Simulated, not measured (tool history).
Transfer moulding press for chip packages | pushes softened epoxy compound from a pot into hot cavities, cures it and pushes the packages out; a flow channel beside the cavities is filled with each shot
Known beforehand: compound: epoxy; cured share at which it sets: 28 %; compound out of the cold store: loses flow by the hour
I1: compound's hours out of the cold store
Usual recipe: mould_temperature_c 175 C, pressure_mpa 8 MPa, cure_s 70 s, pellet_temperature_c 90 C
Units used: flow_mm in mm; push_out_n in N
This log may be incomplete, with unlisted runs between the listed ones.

Run 1, hour 0: usual settings; I1 37.2. Result: flow_mm 796 mm, push_out_n 537 N.
Run 2, hour 24: usual settings; I1 36.8. Result: flow_mm 789 mm, push_out_n 845 N.
At hour 29.6: cavities cleaned with cleaning compound and waxed.
Run 3, hour 39.1: usual settings; I1 16.3. Result: flow_mm 878 mm, push_out_n 741 N.
Run 4, hour 55.3: usual settings; I1 21.3. Result: flow_mm 849 mm, push_out_n 922 N.
At hour 60.4: cavities cleaned with cleaning compound and waxed.
Run 5, hour 75.8: usual settings but pressure_mpa 8.61 MPa; I1 12.6. Result: flow_mm 916 mm, push_out_n 827 N.
At hour 89.7: cavities cleaned with cleaning compound and waxed.
Run 6, hour 93.6: usual settings but pressure_mpa 8.61 MPa; I1 24.4. Result: flow_mm 871 mm, push_out_n 620 N.
Run 7, hour 109.5: usual settings; I1 43.8. Result: flow_mm 760 mm, push_out_n 805 N.
At hour 119.2: cavities cleaned with cleaning compound and waxed.
Run 8, hour 125.1: usual settings; I1 13.9. Result: flow_mm 878 mm, push_out_n 676 N.
Run 9, hour 143.2: usual settings; I1 23.5. Result: flow_mm 840 mm, push_out_n 911 N.
At hour 149.2: cavities cleaned with cleaning compound and waxed.
Run 10, hour 157.7: usual settings; I1 35.1. Result: flow_mm 793 mm, push_out_n 686 N.
Run 11, hour 167.3: usual settings; I1 23.2. Result: flow_mm 838 mm, push_out_n 835 N.
At hour 178.5: cavities cleaned with cleaning compound and waxed.
Run 12, hour 189.9: usual settings; I1 18.3. Result: flow_mm 866 mm, push_out_n 767 N.
At hour 208.6: cavities cleaned with cleaning compound and waxed.
Run 13, hour 208.6: usual settings; I1 10.1. Result: flow_mm 890 mm, push_out_n 588 N.
Run 14, hour 222.6: usual settings; I1 27.7. Result: flow_mm 818 mm, push_out_n 759 N.
Run 15, hour 234.4: usual settings; I1 26.4. Result: flow_mm 822 mm, push_out_n 899 N.
At hour 239.2: cavities cleaned with cleaning compound and waxed.
Run 16, hour 258.9: usual settings; I1 32.6. Result: flow_mm 792 mm, push_out_n 845 N.
At hour 269.2: cavities cleaned with cleaning compound and waxed.
Run 17, hour 280.9: usual settings but mould_temperature_c 177 C; I1 25.1. Result: flow_mm 811 mm, push_out_n 637 N.
Run 18, hour 293.5: usual settings but mould_temperature_c 177 C, cure_s 56 s, pellet_temperature_c 91 C; I1 25.4. Result: flow_mm 809 mm, push_out_n 1461 N.
At hour 298.6: cavities cleaned with cleaning compound and waxed.
Run 19, hour 312.4: usual settings but mould_temperature_c 171 C; I1 33.4. Result: flow_mm 804 mm, push_out_n 1052 N.
At hour 327.9: cavities cleaned with cleaning compound and waxed.
Run 20, hour 334.7: usual settings but cure_s 101 s, pellet_temperature_c 86 C; I1 34.6. Result: flow_mm 783 mm, push_out_n 410 N.
Run 21, hour 348: usual settings but mould_temperature_c 181 C, cure_s 87 s, pellet_temperature_c 89 C; I1 14.3. Result: flow_mm 831 mm, push_out_n 526 N.
At hour 357.9: cavities cleaned with cleaning compound and waxed.
Run 22, hour 372.8: usual settings but pressure_mpa 6.75 MPa, cure_s 74 s, pellet_temperature_c 98 C; I1 30. Result: flow_mm 727 mm, push_out_n 650 N.
At hour 387.5: cavities cleaned with cleaning compound and waxed.
Run 23, hour 391.9: usual settings but pressure_mpa 6.75 MPa, cure_s 74 s, pellet_temperature_c 98 C; I1 37.2. Result: flow_mm 700 mm, push_out_n 552 N.
At hour 402.1: plunger's sealing rings changed.
Run 24, hour 407.3: usual settings but pressure_mpa 6.75 MPa, cure_s 74 s, pellet_temperature_c 98 C; I1 44.3. Result: flow_mm 706 mm, push_out_n 664 N.
At hour 419.3: cavities cleaned with cleaning compound and waxed.
Run 25, hour 431.8: usual settings but pressure_mpa 6.75 MPa, cure_s 52 s, pellet_temperature_c 82 C; I1 13.4. Result: flow_mm 820 mm, push_out_n 1866 N.
At hour 449.2: cavities cleaned with cleaning compound and waxed.
Run 26, hour 454.3: usual settings but mould_temperature_c 177 C; I1 47.7. Result: flow_mm 753 mm, push_out_n 559 N.
At hour 478.6: cavities cleaned with cleaning compound and waxed.
Run 27, hour 478.6: usual settings but mould_temperature_c 177 C, pellet_temperature_c 80 C; I1 16.1. Result: flow_mm 877 mm, push_out_n 507 N.

Selected run-to-run steps in flow_mm, each split into two signed amounts: the part the tool would show with no hidden state at all (from settings, incoming material and random variation), and the remainder, which goes to the hidden state together with any gauge scatter not common to the measured and the hidden-state-free results:
Hidden conditions of the tool in this case: true mould temperature over the reading, C; pressure that reaches the compound, % of what is set; grip of the stained cavities, % over clean ones'; drift of the gauge itself on flow_mm, %; drift of the gauge itself on push_out_n, %.
Run 7 -> 8: cavities cleaned with cleaning compound and waxed. flow_mm +118 mm: hidden state -4, all else +122.
Run 23 -> 24: plunger's sealing rings changed. flow_mm +6 mm: hidden state +36, all else -30.
Run 26 -> 27: pellet_temperature_c 90 -> 80, cavities cleaned with cleaning compound and waxed. flow_mm +124 mm: hidden state -3, all else +127.

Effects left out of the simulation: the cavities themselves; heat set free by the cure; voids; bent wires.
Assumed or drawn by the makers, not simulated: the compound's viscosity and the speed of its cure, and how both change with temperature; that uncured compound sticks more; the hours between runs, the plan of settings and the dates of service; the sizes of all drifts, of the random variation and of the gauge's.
